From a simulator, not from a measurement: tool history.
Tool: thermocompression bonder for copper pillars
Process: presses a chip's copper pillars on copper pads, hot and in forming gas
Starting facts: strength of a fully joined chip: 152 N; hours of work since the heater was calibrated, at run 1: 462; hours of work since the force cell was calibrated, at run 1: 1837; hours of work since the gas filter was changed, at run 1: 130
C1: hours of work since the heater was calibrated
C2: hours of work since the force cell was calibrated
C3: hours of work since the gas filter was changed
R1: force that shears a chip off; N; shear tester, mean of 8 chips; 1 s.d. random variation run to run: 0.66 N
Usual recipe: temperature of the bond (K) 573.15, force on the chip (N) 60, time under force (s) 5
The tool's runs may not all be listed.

Run 1, hour 0: usual settings; C1 462; C2 1837; C3 130. Result: R1 65.9 N.
Run 2, hour 42: usual settings; C1 492; C2 1867; C3 160. Result: R1 65.9 N.
At hour 84.5: forming gas filter changed.
Run 3, hour 85.8: usual settings; C1 523; C2 1898; C3 1. Result: R1 73 N.
Run 4, hour 129.6: usual settings; C1 555; C2 1930; C3 32. Result: R1 73.3 N.
Run 5, hour 177: usual settings but time under force (s) 9; C1 588; C2 1964; C3 66. Result: R1 87.1 N.
Run 6, hour 251.6: usual settings but time under force (s) 9; C1 642; C2 2017; C3 119. Result: R1 85.8 N.
At hour 265.6: force cell calibrated.
At hour 271.6: heater calibrated with a thermocouple chip.
Run 7, hour 319.7: usual settings but time under force (s) 9; C1 34; C2 37; C3 166. Result: R1 76.7 N.
At hour 355.1: forming gas filter changed.
Run 8, hour 375.6: usual settings but time under force (s) 9; C1 74; C2 77; C3 15. Result: R1 84.5 N.
Run 9, hour 415.3: usual settings but time under force (s) 9; C1 102; C2 105; C3 43. Result: R1 81.6 N.
Run 10, hour 465.7: usual settings; C1 138; C2 141; C3 79. Result: R1 66.8 N.
Run 11, hour 503.7: usual settings; C1 166; C2 168; C3 106. Result: R1 66.7 N.
Run 12, hour 539.7: usual settings; C1 191; C2 194; C3 132. Result: R1 65.4 N.
Run 13, hour 592.5: usual settings; C1 229; C2 232; C3 170. Result: R1 64.7 N.
At hour 623.4: forming gas filter changed.
Run 14, hour 636.6: usual settings; C1 260; C2 263; C3 9. Result: R1 71.4 N.
Run 15, hour 678.4: usual settings; C1 290; C2 293; C3 39. Result: R1 70.8 N.
Run 16, hour 743.6: usual settings but temperature of the bond (K) 563.15, force on the chip (N) 42; C1 337; C2 340; C3 86. Result: R1 49.2 N.
Run 17, hour 822.4: usual settings but temperature of the bond (K) 565.15, force on the chip (N) 51, time under force (s) 11; C1 393; C2 396; C3 142. Result: R1 73.7 N.
Run 18, hour 863.4: usual settings but temperature of the bond (K) 565.15, force on the chip (N) 51, time under force (s) 11; C1 422; C2 425; C3 172. Result: R1 72.5 N.
At hour 896.4: forming gas filter changed.
Run 19, hour 946.8: usual settings but temperature of the bond (K) 553.15, force on the chip (N) 44, time under force (s) 7; C1 482; C2 484; C3 36. Result: R1 53.9 N.
Run 20, hour 989.6: usual settings but temperature of the bond (K) 557.15, force on the chip (N) 80, time under force (s) 3; C1 512; C2 515; C3 67. Result: R1 55.7 N.
Run 21, hour 1060.5: usual settings but temperature of the bond (K) 557.15, force on the chip (N) 80, time under force (s) 3; C1 563; C2 566; C3 117. Result: R1 55.6 N.
Run 22, hour 1134.2: usual settings but temperature of the bond (K) 575.15, force on the chip (N) 82, time under force (s) 3; C1 616; C2 618; C3 170. Result: R1 70.2 N.
At hour 1162.7: forming gas filter changed.
At hour 1191.3: heater calibrated with a thermocouple chip.
Run 23, hour 1216: usual settings but time under force (s) 7; C1 18; C2 675; C3 37. Result: R1 72.1 N.
Run 24, hour 1261.5: usual settings but time under force (s) 7; C1 50; C2 708; C3 69. Result: R1 71.5 N.
Run 25, hour 1344: usual settings but time under force (s) 3; C1 109; C2 767; C3 128. Result: R1 52.1 N.
Run 26, hour 1386.6: usual settings but time under force (s) 3; C1 140; C2 797; C3 159. Result: R1 50.2 N.
At hour 1433.2: forming gas filter changed.
Run 27, hour 1469.1: usual settings but time under force (s) 3; C1 198; C2 856; C3 26. Result: R1 55.1 N.
Run 28, hour 1550.1: usual settings but temperature of the bond (K) 577.15, force on the chip (N) 46, time under force (s) 3; C1 256; C2 913; C3 84. Result: R1 49.5 N.
Run 29, hour 1598.9: usual settings but temperature of the bond (K) 581.15, force on the chip (N) 76; C1 291; C2 948; C3 118. Result: R1 80.7 N.
Run 30, hour 1681.4: usual settings but temperature of the bond (K) 581.15, time under force (s) 3; C1 350; C2 1007; C3 177. Result: R1 59.2 N.

3 options for the next run, each taken on its own from the tool as it stands now. Forecast them:
At hour 1705.3: forming gas filter changed.
Run A, hour 1726.7: usual settings but temperature of the bond (K) 560.15, time under force (s) 4; C1 382; C2 1039; C3 15. Result: R1 ?.
At hour 1705.3: forming gas filter changed.
Run B, hour 1726.7: usual settings but temperature of the bond (K) 600.15, time under force (s) 10; C1 382; C2 1039; C3 15. Result: R1 ?.
At hour 1705.3: forming gas filter changed.
Run C, hour 1726.7: usual settings but force on the chip (N) 78; C1 382; C2 1039; C3 15. Result: R1 ?.

run     R1
  A     54
  B  112.4
  C   80.3
Without the tool's unlogged condition, the same runs would have read:
run     R1
  A   50.9
  B  109.7
  C   76.7

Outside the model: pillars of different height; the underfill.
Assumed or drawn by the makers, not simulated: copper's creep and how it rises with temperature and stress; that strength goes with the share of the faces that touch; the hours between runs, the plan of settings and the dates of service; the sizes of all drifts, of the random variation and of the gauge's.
